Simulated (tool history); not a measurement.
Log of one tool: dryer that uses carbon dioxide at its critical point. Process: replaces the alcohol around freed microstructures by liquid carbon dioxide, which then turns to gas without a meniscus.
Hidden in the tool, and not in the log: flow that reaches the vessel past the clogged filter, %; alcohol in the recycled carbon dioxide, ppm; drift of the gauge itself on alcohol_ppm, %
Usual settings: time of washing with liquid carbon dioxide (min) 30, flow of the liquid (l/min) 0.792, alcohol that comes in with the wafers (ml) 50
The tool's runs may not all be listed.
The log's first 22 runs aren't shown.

| run | hour | time of washing with liquid carbon dioxide (min) | flow of the liquid (l/min) | alcohol that comes in with the wafers (ml) | hours of work since the filter was changed | hours of work since the purifier's bed was changed | alcohol left in the vessel before it's heated (ppm by volume) |
|---|---|---|---|---|---|---|---|
| 23 | 537.1 | 21 | 0.792 | 50 | 291 | 713 | 799 |
| 24 | 555.2 | 21 | 0.792 | 50 | 298 | 721 | 799 |
| 25 | 582.1 | 21 | 0.792 | 50 | 309 | 732 | 823 |
| 26 | 610 | 26 | 0.626 | 65 | 320 | 743 | 1142 |
|  | 619.1 | inlet filter changed |
| 27 | 640.1 | 26 | 0.626 | 65 | 8 | 755 | 928 |
| 28 | 663.2 | 26 | 0.626 | 65 | 18 | 764 | 941 |
| 29 | 690.3 | 44 | 0.792 | 69 | 29 | 775 | 134 |
| 30 | 705.8 | 30 | 0.555 | 27 | 35 | 781 | 436 |
| 31 | 738.4 | 20 | 0.683 | 29 | 48 | 794 | 710 |
| 32 | 765.2 | 18 | 0.792 | 50 | 59 | 805 | 1027 |
| 33 | 787.9 | 18 | 0.792 | 107 | 68 | 814 | 2097 |
| 34 | 819.9 | 47 | 0.583 | 50 | 81 | 827 | 216 |
| 35 | 845.1 | 37 | 1.009 | 25 | 91 | 838 | 134 |
| 36 | 863.1 | 30 | 0.978 | 23 | 99 | 845 | 151 |
| 37 | 878.8 | 30 | 0.966 | 23 | 105 | 851 | 162 |
| 38 | 906.4 | 30 | 0.481 | 49 | 116 | 862 | 1100 |
| 39 | 920.3 | 25 | 1.071 | 49 | 122 | 868 | 222 |
| 40 | 941.1 | 23 | 1.034 | 31 | 130 | 876 | 229 |

The next listed run, before its measurement:
| 41 | 963.9 | 23 | 1.034 | 31 | 140 | 886 | ? |

{"run 41": {"alcohol left in the vessel before it's heated (ppm by volume)": 237}}
Without the tool's hidden state the same run would have given alcohol left in the vessel before it's heated (ppm by volume) 97.
